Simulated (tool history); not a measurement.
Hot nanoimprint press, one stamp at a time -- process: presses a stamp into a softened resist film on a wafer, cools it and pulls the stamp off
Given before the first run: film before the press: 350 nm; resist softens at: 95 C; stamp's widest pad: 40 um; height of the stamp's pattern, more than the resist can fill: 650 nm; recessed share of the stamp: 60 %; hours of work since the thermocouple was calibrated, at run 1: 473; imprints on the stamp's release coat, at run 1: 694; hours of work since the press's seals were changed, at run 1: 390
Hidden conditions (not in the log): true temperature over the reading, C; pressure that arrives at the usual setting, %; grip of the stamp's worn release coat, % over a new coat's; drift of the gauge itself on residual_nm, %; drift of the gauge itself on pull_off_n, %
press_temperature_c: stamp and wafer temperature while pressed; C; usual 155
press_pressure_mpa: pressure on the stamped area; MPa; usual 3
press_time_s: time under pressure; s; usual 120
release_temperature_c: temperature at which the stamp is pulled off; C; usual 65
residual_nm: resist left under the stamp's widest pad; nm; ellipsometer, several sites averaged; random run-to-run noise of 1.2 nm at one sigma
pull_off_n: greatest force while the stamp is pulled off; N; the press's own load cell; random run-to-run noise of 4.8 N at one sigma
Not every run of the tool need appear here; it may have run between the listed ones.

run	hour	press_temperature_c	press_pressure_mpa	press_time_s	release_temperature_c	hours of work since the thermocouple was calibrated	imprints on the stamp's release coat	hours of work since the press's seals were changed	residual_nm	pull_off_n
1	0	155	3	120	65	473	694	390	209.7	296
2	12.3	155	3	120	65	482	726	399	207.7	291
3	20	155	4.32	120	65	487	746	404	174.7	287
# hour 25.7: plate thermocouple calibrated
4	32.5	155	4.32	120	65	5	771	411	165	286
5	46.8	155	4.32	120	65	15	808	421	164.6	301
6	61.4	155	4.32	120	65	25	846	431	168.1	289
7	76	155	4.32	120	65	35	885	441	166.7	289
8	89.5	155	3	120	65	45	920	451	197.2	301
# hour 99.7: stamp cleaned and given a new release coat
9	106.5	155	2.97	120	65	52	18	458	199.9	242
10	115.9	155	2.97	120	65	59	43	465	202.3	242
11	123.8	161	2.46	140	73	64	63	470	169.9	190
12	136.1	161	2.35	140	54	73	95	479	175	317
13	147.9	155	2.67	73	61	81	126	487	241.3	277
14	161	163	2.62	120	65	91	161	496	160.9	246
15	168.7	155	2.64	120	55	96	181	502	213.3	330
16	179.9	155	2.64	120	55	104	210	510	210.8	331
17	186.9	164	2.89	120	55	109	228	515	149	330
18	201.5	155	3.52	196	53	119	267	525	160.1	331
19	211.6	155	3.52	196	53	126	293	532	158.8	334
20	222.4	153	3.74	228	57	134	321	539	158.3	312

Consider 5 possible next runs. They are alternatives, not a sequence: every one starts from the tool as it was left by run 20. What does each give?
A	230.4	153	3.91	228	64	139	342	545	?	?
B	230.4	151	3	120	65	139	342	545	?	?
C	230.4	153	3.74	228	58	139	342	545	?	?
D	230.4	153	2.58	155	57	139	342	545	?	?
E	230.4	165	3	120	65	139	342	545	?	?

run	residual_nm	pull_off_n
A	155	274
B	233.5	258
C	158.8	302
D	218.2	308
E	141.7	262
With no hidden state in the tool, these same runs would have given:
run	residual_nm	pull_off_n
A	149.7	247
B	227.8	233
C	153.5	272
D	212.7	279
E	137.7	236
